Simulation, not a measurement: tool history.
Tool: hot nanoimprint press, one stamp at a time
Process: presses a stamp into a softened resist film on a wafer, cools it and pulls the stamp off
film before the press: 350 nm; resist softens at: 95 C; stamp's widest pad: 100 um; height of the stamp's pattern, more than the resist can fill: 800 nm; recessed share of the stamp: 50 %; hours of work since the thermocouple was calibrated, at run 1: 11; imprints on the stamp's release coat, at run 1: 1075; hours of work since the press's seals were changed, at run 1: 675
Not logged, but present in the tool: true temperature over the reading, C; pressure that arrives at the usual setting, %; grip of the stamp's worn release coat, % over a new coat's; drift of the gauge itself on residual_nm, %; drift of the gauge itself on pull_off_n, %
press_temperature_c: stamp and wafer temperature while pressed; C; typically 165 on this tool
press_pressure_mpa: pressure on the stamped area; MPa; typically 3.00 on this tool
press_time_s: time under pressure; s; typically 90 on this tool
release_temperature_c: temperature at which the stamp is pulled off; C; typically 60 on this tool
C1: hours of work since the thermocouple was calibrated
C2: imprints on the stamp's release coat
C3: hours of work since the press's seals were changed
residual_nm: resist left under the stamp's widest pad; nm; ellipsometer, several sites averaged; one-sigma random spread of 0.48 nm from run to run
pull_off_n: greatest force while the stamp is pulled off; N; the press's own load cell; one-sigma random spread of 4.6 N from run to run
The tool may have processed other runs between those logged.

{"run": 1, "hour": 0.0, "press_temperature_c": 165, "press_pressure_mpa": 3.0, "press_time_s": 90, "release_temperature_c": 60, "C1": 11, "C2": 1075, "C3": 675, "residual_nm": 175.1, "pull_off_n": 225}
{"run": 2, "hour": 24.9, "press_temperature_c": 165, "press_pressure_mpa": 3.0, "press_time_s": 90, "release_temperature_c": 60, "C1": 25, "C2": 1132, "C3": 689, "residual_nm": 175.5, "pull_off_n": 232}
{"run": 3, "hour": 50.5, "press_temperature_c": 165, "press_pressure_mpa": 3.0, "press_time_s": 90, "release_temperature_c": 60, "C1": 40, "C2": 1191, "C3": 704, "residual_nm": 176.0, "pull_off_n": 231}
{"hour": 84.5, "done": "stamp cleaned and given a new release coat"}
{"run": 4, "hour": 92.3, "press_temperature_c": 165, "press_pressure_mpa": 3.0, "press_time_s": 90, "release_temperature_c": 60, "C1": 60, "C2": 18, "C3": 725, "residual_nm": 175.8, "pull_off_n": 227}
{"run": 5, "hour": 112.1, "press_temperature_c": 165, "press_pressure_mpa": 3.0, "press_time_s": 90, "release_temperature_c": 60, "C1": 72, "C2": 64, "C3": 736, "residual_nm": 175.7, "pull_off_n": 230}
{"run": 6, "hour": 133.9, "press_temperature_c": 165, "press_pressure_mpa": 4.67, "press_time_s": 90, "release_temperature_c": 60, "C1": 85, "C2": 114, "C3": 749, "residual_nm": 140.3, "pull_off_n": 226}
{"run": 7, "hour": 174.5, "press_temperature_c": 165, "press_pressure_mpa": 4.67, "press_time_s": 90, "release_temperature_c": 60, "C1": 108, "C2": 207, "C3": 772, "residual_nm": 140.0, "pull_off_n": 229}
{"run": 8, "hour": 191.1, "press_temperature_c": 165, "press_pressure_mpa": 4.67, "press_time_s": 90, "release_temperature_c": 60, "C1": 118, "C2": 245, "C3": 782, "residual_nm": 141.1, "pull_off_n": 231}
{"run": 9, "hour": 229.5, "press_temperature_c": 165, "press_pressure_mpa": 4.67, "press_time_s": 90, "release_temperature_c": 60, "C1": 140, "C2": 334, "C3": 804, "residual_nm": 140.1, "pull_off_n": 226}
{"run": 10, "hour": 247.2, "press_temperature_c": 165, "press_pressure_mpa": 3.0, "press_time_s": 49, "release_temperature_c": 60, "C1": 150, "C2": 375, "C3": 814, "residual_nm": 213.7, "pull_off_n": 223}
{"run": 11, "hour": 266.6, "press_temperature_c": 176, "press_pressure_mpa": 2.71, "press_time_s": 60, "release_temperature_c": 60, "C1": 161, "C2": 419, "C3": 826, "residual_nm": 131.4, "pull_off_n": 225}
{"run": 12, "hour": 283.5, "press_temperature_c": 174, "press_pressure_mpa": 3.0, "press_time_s": 62, "release_temperature_c": 60, "C1": 171, "C2": 458, "C3": 835, "residual_nm": 134.1, "pull_off_n": 221}
{"run": 13, "hour": 312.9, "press_temperature_c": 174, "press_pressure_mpa": 3.0, "press_time_s": 130, "release_temperature_c": 60, "C1": 188, "C2": 526, "C3": 852, "residual_nm": 101.5, "pull_off_n": 231}
{"run": 14, "hour": 331.6, "press_temperature_c": 165, "press_pressure_mpa": 2.04, "press_time_s": 90, "release_temperature_c": 54, "C1": 199, "C2": 569, "C3": 863, "residual_nm": 212.1, "pull_off_n": 240}
{"run": 15, "hour": 356.4, "press_temperature_c": 174, "press_pressure_mpa": 2.53, "press_time_s": 56, "release_temperature_c": 50, "C1": 213, "C2": 626, "C3": 877, "residual_nm": 152.0, "pull_off_n": 249}
{"run": 16, "hour": 375.9, "press_temperature_c": 174, "press_pressure_mpa": 2.53, "press_time_s": 56, "release_temperature_c": 50, "C1": 225, "C2": 671, "C3": 889, "residual_nm": 153.2, "pull_off_n": 249}
{"run": 17, "hour": 416.1, "press_temperature_c": 174, "press_pressure_mpa": 2.53, "press_time_s": 56, "release_temperature_c": 51, "C1": 248, "C2": 763, "C3": 912, "residual_nm": 152.4, "pull_off_n": 249}
{"run": 18, "hour": 433.8, "press_temperature_c": 153, "press_pressure_mpa": 2.53, "press_time_s": 104, "release_temperature_c": 65, "C1": 258, "C2": 804, "C3": 922, "residual_nm": 287.9, "pull_off_n": 216}
{"hour": 455.3, "done": "press's hydraulic seals changed and the load cell set to zero"}
{"run": 19, "hour": 467.5, "press_temperature_c": 153, "press_pressure_mpa": 2.53, "press_time_s": 104, "release_temperature_c": 65, "C1": 273, "C2": 863, "C3": 7, "residual_nm": 287.1, "pull_off_n": 214}
{"run": 20, "hour": 488.2, "press_temperature_c": 165, "press_pressure_mpa": 4.66, "press_time_s": 90, "release_temperature_c": 63, "C1": 285, "C2": 911, "C3": 19, "residual_nm": 140.9, "pull_off_n": 225}

What if the next run were any one of these 5? Each begins from the tool's condition after run 20:
{"run": "A", "hour": 522.0, "press_temperature_c": 165, "press_pressure_mpa": 3.95, "press_time_s": 78, "release_temperature_c": 63, "C1": 304, "C2": 989, "C3": 39, "residual_nm": "?", "pull_off_n": "?"}
{"run": "B", "hour": 522.0, "press_temperature_c": 158, "press_pressure_mpa": 4.66, "press_time_s": 90, "release_temperature_c": 63, "C1": 304, "C2": 989, "C3": 39, "residual_nm": "?", "pull_off_n": "?"}
{"run": "C", "hour": 522.0, "press_temperature_c": 165, "press_pressure_mpa": 2.6, "press_time_s": 107, "release_temperature_c": 54, "C1": 304, "C2": 989, "C3": 39, "residual_nm": "?", "pull_off_n": "?"}
{"run": "D", "hour": 522.0, "press_temperature_c": 165, "press_pressure_mpa": 4.07, "press_time_s": 90, "release_temperature_c": 49, "C1": 304, "C2": 989, "C3": 39, "residual_nm": "?", "pull_off_n": "?"}
{"run": "E", "hour": 522.0, "press_temperature_c": 161, "press_pressure_mpa": 3.97, "press_time_s": 90, "release_temperature_c": 63, "C1": 304, "C2": 989, "C3": 39, "residual_nm": "?", "pull_off_n": "?"}

run=A residual_nm=161.7 pull_off_n=211
run=B residual_nm=199.7 pull_off_n=213
run=C residual_nm=179.6 pull_off_n=241
run=D residual_nm=151.5 pull_off_n=249
run=E residual_nm=186.0 pull_off_n=226
Without the tool's hidden state the same runs would have given:
run=A residual_nm=160.2 pull_off_n=209
run=B residual_nm=197.7 pull_off_n=211
run=C residual_nm=177.9 pull_off_n=240
run=D residual_nm=150.1 pull_off_n=247
run=E residual_nm=184.2 pull_off_n=224
